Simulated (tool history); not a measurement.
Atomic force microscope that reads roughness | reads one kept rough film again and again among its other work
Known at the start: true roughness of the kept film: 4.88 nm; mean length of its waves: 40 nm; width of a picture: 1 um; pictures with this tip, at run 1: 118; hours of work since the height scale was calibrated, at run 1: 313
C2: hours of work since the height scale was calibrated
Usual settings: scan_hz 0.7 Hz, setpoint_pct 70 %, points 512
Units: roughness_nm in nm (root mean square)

{"run": 1, "hour": 0.0, "scan_hz": 0.7, "setpoint_pct": 70, "points": 512, "pictures with this tip": 118, "C2": 313, "roughness_nm": 3.579}
{"hour": 4.0, "done": "new tip fitted"}
{"run": 2, "hour": 24.2, "scan_hz": 0.7, "setpoint_pct": 70, "points": 512, "pictures with this tip": 35, "C2": 326, "roughness_nm": 4.061}
{"run": 3, "hour": 47.1, "scan_hz": 0.7, "setpoint_pct": 70, "points": 512, "pictures with this tip": 74, "C2": 339, "roughness_nm": 3.793}
{"run": 4, "hour": 61.1, "scan_hz": 0.7, "setpoint_pct": 70, "points": 976, "pictures with this tip": 98, "C2": 347, "roughness_nm": 3.635}
{"hour": 75.8, "done": "new tip fitted"}
{"run": 5, "hour": 92.0, "scan_hz": 0.7, "setpoint_pct": 70, "points": 976, "pictures with this tip": 28, "C2": 365, "roughness_nm": 4.077}
{"run": 6, "hour": 116.0, "scan_hz": 1.262, "setpoint_pct": 70, "points": 512, "pictures with this tip": 70, "C2": 378, "roughness_nm": 3.716}
{"run": 7, "hour": 137.2, "scan_hz": 0.7, "setpoint_pct": 70, "points": 459, "pictures with this tip": 106, "C2": 390, "roughness_nm": 3.621}
{"hour": 147.1, "done": "new tip fitted"}
{"run": 8, "hour": 156.9, "scan_hz": 0.7, "setpoint_pct": 70, "points": 512, "pictures with this tip": 17, "C2": 401, "roughness_nm": 4.185}
{"run": 9, "hour": 181.7, "scan_hz": 0.7, "setpoint_pct": 70, "points": 512, "pictures with this tip": 60, "C2": 415, "roughness_nm": 3.901}
{"run": 10, "hour": 210.1, "scan_hz": 0.7, "setpoint_pct": 70, "points": 512, "pictures with this tip": 109, "C2": 431, "roughness_nm": 3.617}
{"hour": 213.9, "done": "height scale calibrated on a step standard"}
{"hour": 219.2, "done": "new tip fitted"}
{"run": 11, "hour": 236.0, "scan_hz": 0.7, "setpoint_pct": 70, "points": 512, "pictures with this tip": 29, "C2": 12, "roughness_nm": 4.085}
{"run": 12, "hour": 258.4, "scan_hz": 0.7, "setpoint_pct": 70, "points": 512, "pictures with this tip": 67, "C2": 25, "roughness_nm": 3.855}
{"run": 13, "hour": 274.3, "scan_hz": 0.7, "setpoint_pct": 70, "points": 512, "pictures with this tip": 95, "C2": 34, "roughness_nm": 3.653}
{"hour": 292.4, "done": "new tip fitted"}
{"run": 14, "hour": 304.2, "scan_hz": 0.7, "setpoint_pct": 69, "points": 460, "pictures with this tip": 20, "C2": 51, "roughness_nm": 4.187}
{"run": 15, "hour": 318.9, "scan_hz": 1.28, "setpoint_pct": 88, "points": 760, "pictures with this tip": 45, "C2": 59, "roughness_nm": 3.524}
{"run": 16, "hour": 344.3, "scan_hz": 0.927, "setpoint_pct": 83, "points": 882, "pictures with this tip": 89, "C2": 73, "roughness_nm": 3.512}
{"hour": 360.4, "done": "height scale calibrated on a step standard, once more"}
{"hour": 365.1, "done": "new tip fitted"}
{"run": 17, "hour": 365.7, "scan_hz": 2.135, "setpoint_pct": 77, "points": 786, "pictures with this tip": 1, "C2": 3, "roughness_nm": 3.786}
{"run": 18, "hour": 387.5, "scan_hz": 2.135, "setpoint_pct": 77, "points": 786, "pictures with this tip": 39, "C2": 15, "roughness_nm": 3.548}
{"run": 19, "hour": 410.4, "scan_hz": 2.135, "setpoint_pct": 86, "points": 474, "pictures with this tip": 78, "C2": 28, "roughness_nm": 3.077}
{"hour": 436.1, "done": "new tip fitted"}
{"run": 20, "hour": 438.8, "scan_hz": 2.135, "setpoint_pct": 86, "points": 474, "pictures with this tip": 4, "C2": 44, "roughness_nm": 3.483}

Forecast each of these 4 alternatives for the next run:
{"run": "A", "hour": 459.1, "scan_hz": 2.135, "setpoint_pct": 60, "points": 700, "pictures with this tip": 39, "C2": 55, "roughness_nm": "?"}
{"run": "B", "hour": 459.1, "scan_hz": 0.7, "setpoint_pct": 57, "points": 512, "pictures with this tip": 39, "C2": 55, "roughness_nm": "?"}
{"run": "C", "hour": 459.1, "scan_hz": 1.643, "setpoint_pct": 86, "points": 835, "pictures with this tip": 39, "C2": 55, "roughness_nm": "?"}
{"run": "D", "hour": 459.1, "scan_hz": 0.7, "setpoint_pct": 75, "points": 308, "pictures with this tip": 39, "C2": 55, "roughness_nm": "?"}

run=A roughness_nm=3.916
run=B roughness_nm=4.065
run=C roughness_nm=3.475
run=D roughness_nm=3.96
Without the tool's hidden state the same runs would have given:
run=A roughness_nm=4.225
run=B roughness_nm=4.386
run=C roughness_nm=3.749
run=D roughness_nm=4.272

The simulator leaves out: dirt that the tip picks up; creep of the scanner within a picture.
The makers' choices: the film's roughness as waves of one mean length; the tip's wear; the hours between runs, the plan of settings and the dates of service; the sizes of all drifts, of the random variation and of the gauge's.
